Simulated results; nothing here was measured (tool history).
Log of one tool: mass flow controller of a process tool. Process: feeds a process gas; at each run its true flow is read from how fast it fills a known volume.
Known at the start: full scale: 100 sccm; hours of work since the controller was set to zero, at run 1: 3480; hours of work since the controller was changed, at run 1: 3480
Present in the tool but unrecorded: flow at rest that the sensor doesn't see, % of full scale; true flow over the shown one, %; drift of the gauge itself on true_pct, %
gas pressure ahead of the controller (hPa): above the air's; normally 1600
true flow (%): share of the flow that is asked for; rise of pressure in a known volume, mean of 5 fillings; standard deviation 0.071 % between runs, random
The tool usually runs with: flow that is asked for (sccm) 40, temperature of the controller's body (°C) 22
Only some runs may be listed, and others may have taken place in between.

run,hour,flow that is asked for (sccm),gas pressure ahead of the controller (hPa),temperature of the controller's body (°C),hours of work since the controller was set to zero,hours of work since the controller was changed,true flow (%)
1,0.0,40,1600,22,3480,3480,99.40
2,236.1,40,1600,22,3574,3574,99.40
3,387.4,40,1600,22,3634,3634,99.47
4,485.9,40,1600,22,3673,3673,99.35
5,600.0,40,1600,39,3719,3719,100.89
6,815.7,40,1600,22,3804,3804,99.21
7,930.1,40,1600,22,3850,3850,99.30
8,1091.2,25,1600,22,3914,3914,99.03
9,1267.4,25,1600,22,3984,3984,98.95
10,1454.6,40,1600,22,4058,4058,99.20
11,1555.5,40,2060,22,4098,4098,98.98
12,1732.0,40,2060,22,4168,4168,98.86
13,1905.0,40,2060,22,4237,4237,98.85
14,2085.7,40,1580,22,4309,4309,98.83
15,2248.6,40,1580,22,4373,4373,98.79
16,2349.5,23,1430,21,4413,4413,98.67
17,2587.2,23,1430,21,4508,4508,98.59
18,2697.6,28,2790,28,4552,4552,99.06
19,2874.5,40,2780,26,4622,4622,98.87
20,3099.7,40,1840,24,4711,4711,98.86
21,3330.5,40,2040,32,4803,4803,99.51
22,3524.1,40,1440,32,4880,4880,99.54
23,3637.8,12,1760,22,4925,4925,98.23
24,3786.6,12,1760,22,4984,4984,98.25
25,3988.1,40,1600,22,5064,5064,98.34
26,4108.9,32,2140,37,5112,5112,99.58
27,4286.7,40,1600,24,5183,5183,98.46
28,4386.0,40,1630,27,5222,5222,98.69

Selected run-to-run steps in true flow (%), each split into two signed amounts: the part the tool would show with no hidden state at all (from settings, incoming material and random variation), and the remainder, which goes to the hidden state together with any gauge scatter not common to the measured and the hidden-state-free results:
Run 1 -> 2: no setting touched and nothing written in the log between the runs. true flow (%) +0.00: hidden state -0.06, all else +0.06.
Run 4 -> 5: temperature of the controller's body (°C) 22 -> 39. true flow (%) +1.54: hidden state -0.03, all else +1.57.
Run 5 -> 6: temperature of the controller's body (°C) 39 -> 22. true flow (%) -1.68: hidden state -0.06, all else -1.62.
Run 20 -> 21: gas pressure ahead of the controller (hPa) 1840 -> 2040, temperature of the controller's body (°C) 24 -> 32. true flow (%) +0.65: hidden state -0.07, all else +0.72.

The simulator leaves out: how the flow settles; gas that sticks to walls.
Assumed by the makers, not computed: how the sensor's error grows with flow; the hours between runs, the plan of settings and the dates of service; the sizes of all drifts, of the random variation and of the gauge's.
